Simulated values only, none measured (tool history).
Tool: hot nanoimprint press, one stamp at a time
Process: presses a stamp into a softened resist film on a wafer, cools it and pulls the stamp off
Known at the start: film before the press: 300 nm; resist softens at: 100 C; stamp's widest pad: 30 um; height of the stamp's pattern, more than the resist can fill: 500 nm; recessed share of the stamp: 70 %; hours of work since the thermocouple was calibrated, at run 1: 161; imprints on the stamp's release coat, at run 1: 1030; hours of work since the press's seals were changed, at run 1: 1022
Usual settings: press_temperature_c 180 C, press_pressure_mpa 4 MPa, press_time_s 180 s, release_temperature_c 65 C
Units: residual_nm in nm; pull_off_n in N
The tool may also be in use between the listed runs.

run    hour  press_temperature_c  press_pressure_mpa  press_time_s  release_temperature_c  hours of work since the thermocouple was calibrated  imprints on the stamp's release coat  hours of work since the press's seals were changed  residual_nm  pull_off_n
  1       0                  180                   4           180                     65                                                  161                                  1030                                                1022        158.9         121
       25.8  -- press's hydraulic seals changed and the load cell set to zero
       92.5  -- stamp cleaned and given a new release coat
  2    92.5                  180                   4           180                     65                                                  204                                     0                                                  34          159         122
  3   169.1                  180                   4           180                     65                                                  247                                   272                                                  76        159.1         124
  4   222.2                  180                   4           100                     65                                                  276                                   461                                                 106        188.3         127
  5   280.8                  180                   4           100                     65                                                  309                                   668                                                 138        187.9         120
  6   372.2                  180                   4           100                     65                                                  359                                   992                                                 189        186.8         123
  7     460                  180                   4           100                     65                                                  408                                  1304                                                 237        187.9         125
      473.8  -- stamp cleaned and given a new release coat
  8   550.7                  180                   4           100                     65                                                  455                                   272                                                 284        188.4         120
        570  -- plate thermocouple calibrated
  9   616.6                  180                   4           100                     65                                                   26                                   495                                                 319          187         125
 10   690.6                  180                   4           100                     65                                                   67                                   758                                                 360        187.9         126
 11   735.7                  180                   4           100                     65                                                   92                                   918                                                 385        188.1         128
 12   792.6                  180                   4           180                     60                                                  123                                  1120                                                 417        159.4         137
      853.1  -- stamp cleaned and given a new release coat
 13   869.4                  183                   4           180                     60                                                  163                                    58                                                 456        145.6         130
 14   947.8                  183                   4           180                     60                                                  206                                   336                                                 499        145.3         134
 15  1007.2                  176                2.76           208                     65                                                  239                                   547                                                 532        203.7         123
 16  1049.1                  177                4.58           183                     65                                                  262                                   695                                                 555        161.7         124
 17  1127.6                  192                6.04           180                     52                                                  306                                   974                                                 599         86.7         144
 18  1186.3                  192                6.04           180                     52                                                  338                                  1182                                                 632         86.3         145
     1229.1  -- stamp cleaned and given a new release coat
 19  1259.5                  177                5.25           175                     69                                                  375                                   107                                                 669        153.9         115
 20  1332.1                  177                5.25           175                     69                                                  416                                   365                                                 709        152.7         119
 21  1402.2                  177                5.25           175                     69                                                  455                                   614                                                 748        152.2         119
     1425.2  -- plate thermocouple calibrated
 22  1483.4                  175                3.42           286                     72                                                   32                                   891                                                 791        174.5         113
 23  1553.4                  183                2.94           180                     65                                                   71                                  1139                                                 830        170.2         125
     1607.8  -- stamp cleaned and given a new release coat
 24  1637.2                  187                2.68           219                     69                                                  114                                   104                                                 873        151.4         118
 25  1677.5                  190                2.45           180                     61                                                  137                                   247                                                 895        153.8         136
 26  1720.1                  187                   4           180                     65                                                  160                                   398                                                 919        128.5         122
 27  1804.8                  180                2.83           305                     59                                                  207                                   699                                                 966        162.2         131
 28  1850.1                  179                3.33           180                     65                                                  232                                   859                                                 991        180.2         127

Forecast each of these 4 alternatives for the next run:
  A  1889.5                  168                3.33            96                     65                                                  254                                   999                                                1013            ?           ?
  B  1889.5                  180                5.07           192                     65                                                  254                                   999                                                1013            ?           ?
  C  1889.5                  179                2.48           180                     65                                                  254                                   999                                                1013            ?           ?
  D  1889.5                  191                3.33           180                     66                                                  254                                   999                                                1013            ?           ?

run  residual_nm  pull_off_n
  A        258.3         120
  B        136.9         122
  C        205.6         121
  D          127         119
Without the tool's hidden state the same runs would have given:
run  residual_nm  pull_off_n
  A        258.2         119
  B        136.8         121
  C        205.5         120
  D        126.9         118

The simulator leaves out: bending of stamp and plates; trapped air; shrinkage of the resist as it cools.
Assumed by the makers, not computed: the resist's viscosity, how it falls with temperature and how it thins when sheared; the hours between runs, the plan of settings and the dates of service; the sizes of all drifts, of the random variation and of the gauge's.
